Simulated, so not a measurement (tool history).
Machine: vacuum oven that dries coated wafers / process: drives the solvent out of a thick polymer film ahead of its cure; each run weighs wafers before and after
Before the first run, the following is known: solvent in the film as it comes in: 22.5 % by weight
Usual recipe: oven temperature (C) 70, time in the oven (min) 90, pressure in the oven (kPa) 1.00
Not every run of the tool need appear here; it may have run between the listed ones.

| run | day | oven temperature (C) | time in the oven (min) | pressure in the oven (kPa) | solvent left in the film (%) |
|---|---|---|---|---|---|
| 1 | 0.000 | 70 | 90 | 1.00 | 3.15 |
| 2 | 1.367 | 70 | 90 | 1.00 | 3.19 |
| 3 | 2.271 | 70 | 90 | 1.20 | 3.34 |
| 4 | 3.704 | 70 | 90 | 1.20 | 3.38 |
| 5 | 5.217 | 70 | 90 | 1.20 | 3.44 |
| 6 | 5.983 | 70 | 90 | 1.00 | 3.25 |
| 7 | 7.096 | 70 | 90 | 1.00 | 3.19 |
| 8 | 8.617 | 70 | 56 | 1.00 | 5.94 |
| 9 | 9.867 | 70 | 56 | 1.00 | 5.85 |
| 10 | 10.583 | 70 | 56 | 1.00 | 5.93 |
| 11 | 11.400 | 70 | 90 | 1.00 | 3.27 |
| 12 | 12.592 | 70 | 90 | 1.00 | 3.22 |
| 13 | 14.196 | 70 | 90 | 1.00 | 3.24 |
| 14 | 15.192 | 70 | 90 | 1.00 | 3.24 |
| 15 | 16.617 | 70 | 90 | 1.00 | 3.32 |
| 16 | 18.079 | 70 | 90 | 1.00 | 3.29 |
| 17 | 19.012 | 70 | 90 | 2.09 | 4.13 |
| 18 | 20.588 | 70 | 68 | 1.00 | 4.84 |
| 19 | 21.350 | 70 | 68 | 1.00 | 4.75 |
| 20 | 22.042 | 70 | 68 | 1.00 | 4.76 |
|  | 22.225 | oven's thermocouples calibrated |
| 21 | 23.362 | 70 | 90 | 1.00 | 3.34 |
| 22 | 24.271 | 70 | 90 | 1.00 | 3.34 |
| 23 | 24.958 | 70 | 90 | 1.00 | 3.35 |
|  | 26.167 | oven's thermocouples calibrated, once more |
| 24 | 26.304 | 70 | 90 | 1.00 | 3.19 |
| 25 | 27.362 | 70 | 90 | 1.00 | 3.26 |
| 26 | 28.904 | 75 | 90 | 3.23 | 3.35 |
| 27 | 30.000 | 75 | 90 | 3.23 | 3.32 |
| 28 | 31.183 | 75 | 90 | 0.85 | 1.76 |
| 29 | 32.212 | 70 | 141 | 1.00 | 1.65 |
| 30 | 32.888 | 71 | 119 | 1.82 | 2.59 |
| 31 | 33.925 | 71 | 119 | 1.82 | 2.59 |
| 32 | 34.583 | 83 | 65 | 1.00 | 1.34 |
| 33 | 35.371 | 83 | 65 | 1.00 | 1.28 |
| 34 | 36.700 | 83 | 65 | 1.00 | 1.31 |
| 35 | 37.771 | 83 | 65 | 1.00 | 1.33 |
| 36 | 38.617 | 66 | 71 | 0.77 | 5.91 |
| 37 | 39.854 | 66 | 71 | 0.77 | 5.84 |
| 38 | 41.012 | 66 | 71 | 0.77 | 5.92 |
| 39 | 42.425 | 63 | 66 | 1.74 | 8.48 |
| 40 | 43.862 | 72 | 120 | 3.02 | 3.29 |
| 41 | 44.875 | 79 | 90 | 3.13 | 2.54 |
| 42 | 46.283 | 74 | 150 | 1.88 | 1.71 |
| 43 | 47.046 | 56 | 128 | 1.00 | 6.97 |
| 44 | 48.138 | 85 | 45 | 2.19 | 2.59 |
| 45 | 49.238 | 74 | 149 | 1.27 | 1.28 |
| 46 | 50.146 | 70 | 110 | 1.00 | 2.43 |
| 47 | 51.058 | 70 | 110 | 1.00 | 2.49 |
| 48 | 52.258 | 70 | 150 | 3.15 | 3.38 |

Each row is a separate what-if for the run after 48, all from the same tool condition, not one after another. Results?
| A | 53.775 | 69 | 67 | 3.90 | ? |
| B | 53.775 | 70 | 85 | 1.00 | ? |
| C | 53.775 | 66 | 74 | 1.14 | ? |

| run | solvent left in the film (%) |
|---|---|
| A | 7.35 |
| B | 3.61 |
| C | 6.01 |
Stripped of hidden state, with their random variation kept, the same runs would have yielded:
| run | solvent left in the film (%) |
|---|---|
| A | 6.88 |
| B | 3.21 |
| C | 5.54 |
